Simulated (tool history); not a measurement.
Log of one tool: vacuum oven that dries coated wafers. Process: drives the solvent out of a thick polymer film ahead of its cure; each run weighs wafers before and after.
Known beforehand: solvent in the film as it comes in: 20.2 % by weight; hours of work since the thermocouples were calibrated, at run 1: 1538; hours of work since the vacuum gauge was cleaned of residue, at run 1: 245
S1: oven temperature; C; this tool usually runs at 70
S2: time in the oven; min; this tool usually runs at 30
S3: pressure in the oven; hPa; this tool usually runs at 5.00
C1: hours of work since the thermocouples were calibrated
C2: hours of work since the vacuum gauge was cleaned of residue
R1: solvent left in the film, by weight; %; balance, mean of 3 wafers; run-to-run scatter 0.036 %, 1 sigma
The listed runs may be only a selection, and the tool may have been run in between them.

run,hour,S1,S2,S3,C1,C2,R1
1,0.0,70,30,5.00,1538,245,1.52
2,67.3,70,30,4.54,1587,294,1.51
3,109.1,70,30,4.54,1617,324,1.51
4,149.7,70,30,4.54,1646,353,1.49
5,234.7,70,49,5.00,1707,414,0.61
# hour 271.3: oven's thermocouples calibrated
6,274.3,70,49,5.00,2,442,0.96
7,325.0,70,49,7.42,39,478,1.19
8,368.4,70,49,7.42,70,509,1.25
9,431.8,70,49,7.42,116,555,1.21
10,505.5,70,49,7.42,169,608,1.19
11,586.8,70,49,7.42,228,667,1.25
12,661.5,70,30,5.91,281,721,2.37
13,729.2,70,30,5.91,330,770,2.36
14,781.1,70,30,9.82,368,807,2.67
15,852.0,70,30,5.00,419,858,2.26
16,889.6,70,30,5.00,446,885,2.31
17,962.7,70,30,5.00,499,938,2.26
18,1029.2,70,30,5.00,547,986,2.30
19,1073.2,70,30,5.00,579,1018,2.28
20,1152.5,70,20,5.00,636,1075,4.08
21,1197.5,70,20,5.00,668,1108,4.00
22,1242.0,70,20,5.00,700,1140,4.00
# hour 1250.6: vacuum gauge cleaned of residue and calibrated
23,1280.2,70,43,5.00,727,21,1.50
24,1369.0,70,43,5.00,791,85,1.45
25,1444.8,70,43,5.00,846,140,1.46
26,1515.5,60,24,5.13,897,191,6.11
27,1579.5,82,17,5.85,943,237,2.17
28,1629.7,80,30,5.00,979,274,1.05
# hour 1647.2: vacuum gauge cleaned of residue and calibrated, once more
29,1678.3,70,32,6.98,1013,22,1.76
30,1727.8,78,19,9.29,1049,58,2.26
31,1789.1,61,27,5.00,1093,102,4.36
32,1851.3,58,21,4.26,1138,147,6.76
33,1913.2,57,52,8.03,1182,192,2.73
34,1971.4,57,52,8.03,1224,234,2.75
35,2026.8,57,52,8.03,1264,274,2.75
36,2107.6,56,30,6.45,1323,332,5.35
37,2166.3,56,30,6.45,1365,375,5.41
38,2242.5,56,30,6.45,1420,430,5.35
39,2319.2,61,19,17.90,1475,485,7.24
40,2368.5,76,16,14.98,1511,520,3.46
41,2426.8,72,16,6.52,1553,563,4.06
42,2468.2,72,16,6.52,1583,592,4.11
43,2552.4,68,33,7.83,1644,653,1.95
44,2638.6,68,33,7.83,1706,715,1.95
# hour 2676.4: oven's thermocouples calibrated
45,2697.3,68,33,7.83,15,756,2.65
46,2737.0,68,33,7.83,44,785,2.61

Each row is a separate what-if for the run after 46, all from the same tool condition, not one after another. Results?
A,2808.6,80,33,7.83,95,837,?
B,2808.6,82,48,10.85,95,837,?
C,2808.6,84,21,4.80,95,837,?
D,2808.6,59,17,5.00,95,837,?
E,2808.6,69,49,8.35,95,837,?

run,R1
A,0.81
B,0.71
C,1.14
D,8.40
E,1.44
With the hidden condition removed and each run's random variation left untouched, the same runs would have given:
run,R1
A,0.65
B,0.56
C,1.02
D,8.19
E,1.20
